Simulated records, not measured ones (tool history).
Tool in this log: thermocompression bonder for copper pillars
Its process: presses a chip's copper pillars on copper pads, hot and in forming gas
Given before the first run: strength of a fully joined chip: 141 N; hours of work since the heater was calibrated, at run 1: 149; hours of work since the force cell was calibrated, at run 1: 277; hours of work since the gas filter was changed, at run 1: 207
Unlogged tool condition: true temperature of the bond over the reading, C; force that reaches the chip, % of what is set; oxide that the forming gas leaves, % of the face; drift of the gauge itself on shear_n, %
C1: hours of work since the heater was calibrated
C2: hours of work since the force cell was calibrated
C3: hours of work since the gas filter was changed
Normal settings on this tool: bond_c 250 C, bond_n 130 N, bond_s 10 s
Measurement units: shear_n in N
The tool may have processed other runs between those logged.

{"run": 1, "hour": 0.0, "bond_c": 250, "bond_n": 130, "bond_s": 10, "C1": 149, "C2": 277, "C3": 207, "shear_n": 52.6}
{"run": 2, "hour": 32.7, "bond_c": 250, "bond_n": 130, "bond_s": 10, "C1": 174, "C2": 303, "C3": 233, "shear_n": 53.2}
{"run": 3, "hour": 62.8, "bond_c": 250, "bond_n": 130, "bond_s": 10, "C1": 198, "C2": 327, "C3": 257, "shear_n": 53.1}
{"run": 4, "hour": 80.3, "bond_c": 250, "bond_n": 130, "bond_s": 10, "C1": 212, "C2": 340, "C3": 271, "shear_n": 53.1}
{"run": 5, "hour": 97.1, "bond_c": 250, "bond_n": 130, "bond_s": 10, "C1": 225, "C2": 354, "C3": 284, "shear_n": 52}
{"run": 6, "hour": 115.7, "bond_c": 250, "bond_n": 130, "bond_s": 10, "C1": 240, "C2": 368, "C3": 298, "shear_n": 52.3}
{"run": 7, "hour": 131.0, "bond_c": 250, "bond_n": 130, "bond_s": 10, "C1": 252, "C2": 380, "C3": 310, "shear_n": 52.1}
{"run": 8, "hour": 151.6, "bond_c": 250, "bond_n": 130, "bond_s": 10, "C1": 268, "C2": 396, "C3": 327, "shear_n": 52}
{"run": 9, "hour": 175.2, "bond_c": 250, "bond_n": 130, "bond_s": 10, "C1": 286, "C2": 415, "C3": 345, "shear_n": 51.9}
{"hour": 178.9, "done": "force cell calibrated"}
{"run": 10, "hour": 203.5, "bond_c": 250, "bond_n": 130, "bond_s": 10, "C1": 307, "C2": 19, "C3": 366, "shear_n": 50.2}
{"run": 11, "hour": 232.0, "bond_c": 226, "bond_n": 177, "bond_s": 12, "C1": 330, "C2": 42, "C3": 389, "shear_n": 44.4}
{"run": 12, "hour": 255.8, "bond_c": 277, "bond_n": 109, "bond_s": 10, "C1": 348, "C2": 60, "C3": 407, "shear_n": 65}
{"hour": 271.4, "done": "forming gas filter changed"}
{"run": 13, "hour": 285.5, "bond_c": 277, "bond_n": 164, "bond_s": 19, "C1": 371, "C2": 83, "C3": 11, "shear_n": 105.6}
{"run": 14, "hour": 302.1, "bond_c": 265, "bond_n": 104, "bond_s": 6, "C1": 384, "C2": 96, "C3": 24, "shear_n": 49.5}
{"run": 15, "hour": 333.8, "bond_c": 255, "bond_n": 123, "bond_s": 6, "C1": 409, "C2": 121, "C3": 49, "shear_n": 46.8}
{"hour": 353.0, "done": "force cell calibrated, once more"}
{"run": 16, "hour": 360.2, "bond_c": 251, "bond_n": 173, "bond_s": 20, "C1": 429, "C2": 6, "C3": 69, "shear_n": 86.8}
{"run": 17, "hour": 393.2, "bond_c": 253, "bond_n": 173, "bond_s": 20, "C1": 455, "C2": 32, "C3": 95, "shear_n": 88.2}
{"run": 18, "hour": 421.2, "bond_c": 275, "bond_n": 143, "bond_s": 10, "C1": 477, "C2": 54, "C3": 117, "shear_n": 82.8}
{"run": 19, "hour": 437.2, "bond_c": 247, "bond_n": 91, "bond_s": 15, "C1": 489, "C2": 66, "C3": 129, "shear_n": 51.3}

Consider 5 possible next runs. They are alternatives, not a sequence: every one starts from the tool as it was left by run 19. What does each give?
{"run": "A", "hour": 459.9, "bond_c": 227, "bond_n": 170, "bond_s": 6, "C1": 507, "C2": 84, "C3": 147, "shear_n": "?"}
{"run": "B", "hour": 459.9, "bond_c": 264, "bond_n": 79, "bond_s": 27, "C1": 507, "C2": 84, "C3": 147, "shear_n": "?"}
{"run": "C", "hour": 459.9, "bond_c": 247, "bond_n": 143, "bond_s": 24, "C1": 507, "C2": 84, "C3": 147, "shear_n": "?"}
{"run": "D", "hour": 459.9, "bond_c": 256, "bond_n": 123, "bond_s": 10, "C1": 507, "C2": 84, "C3": 147, "shear_n": "?"}
{"run": "E", "hour": 459.9, "bond_c": 247, "bond_n": 91, "bond_s": 6, "C1": 507, "C2": 84, "C3": 147, "shear_n": "?"}

run=A shear_n=37.9
run=B shear_n=74.2
run=C shear_n=78.3
run=D shear_n=60.3
run=E shear_n=35
Without the tool's hidden state the same runs would have given:
run=A shear_n=36.8
run=B shear_n=73.7
run=C shear_n=77.7
run=D shear_n=59.5
run=E shear_n=34.2

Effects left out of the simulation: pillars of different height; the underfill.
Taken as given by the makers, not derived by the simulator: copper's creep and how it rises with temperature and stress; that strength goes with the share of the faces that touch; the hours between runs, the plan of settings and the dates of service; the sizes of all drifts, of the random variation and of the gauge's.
